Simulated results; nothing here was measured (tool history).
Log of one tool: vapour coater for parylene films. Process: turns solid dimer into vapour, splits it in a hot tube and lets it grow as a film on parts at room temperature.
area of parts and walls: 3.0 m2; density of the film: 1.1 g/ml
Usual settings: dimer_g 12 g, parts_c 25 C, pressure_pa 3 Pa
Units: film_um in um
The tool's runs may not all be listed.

run    hour  dimer_g  parts_c  pressure_pa  film_um
  1       0       12       25            3     2.23
  2    43.5       12       25            3     2.24
  3    93.5       12       25         4.28     2.09
  4   155.9       12       25        10.98     1.72
  5     194       12       25        10.98     1.71
      226.4  -- table's thermometer calibrated
  6   226.4       12       32        10.98     1.41
  7   298.1       12       32        10.98     1.37
  8   364.6       12       32        10.98     1.34
  9   430.5       12       32        10.98     1.35
 10   494.9       12       32        10.98     1.31
 11   568.9       12       32        10.98      1.3
 12   610.8       12       32        10.98     1.32
 13   660.2       12       25        10.02     1.58
      667.9  -- trap's valve overhauled
 14   716.4       12       25         6.38     1.86
 15   775.1       19       20         9.25      3.2
 16     831        8       19         9.25     1.36
 17   895.2        6       25            3     1.07
 18   930.1       16       25            3     2.82
 19   977.7       16       25            3     2.79
 20  1046.4       16       25            3     2.71
 21  1092.6       16       25         3.18     2.69
 22  1124.4       12       18         3.64     2.37
 23  1173.9       12       18         3.64     2.32
 24  1243.4       17       25            3     2.77
 25  1292.7        5       25         6.77      0.7
     1336.8  -- trap's valve overhauled
 26  1368.4        7       18         4.41     1.43

5 ways to go on from here, each from the tool as it stands after run 26. What would each give?
  A  1435.1        6       25            3        ?
  B  1435.1       19       25         8.66        ?
  C  1435.1       17       25            3        ?
  D  1435.1        6       25         2.06        ?
  E  1435.1       12       25        11.82        ?

run  film_um
  A     1.13
  B     2.87
  C      3.1
  D     1.11
  E     1.73
Without the tool's hidden state the same runs would have given:
run  film_um
  A     1.13
  B     2.87
  C     3.11
  D     1.11
  E     1.73
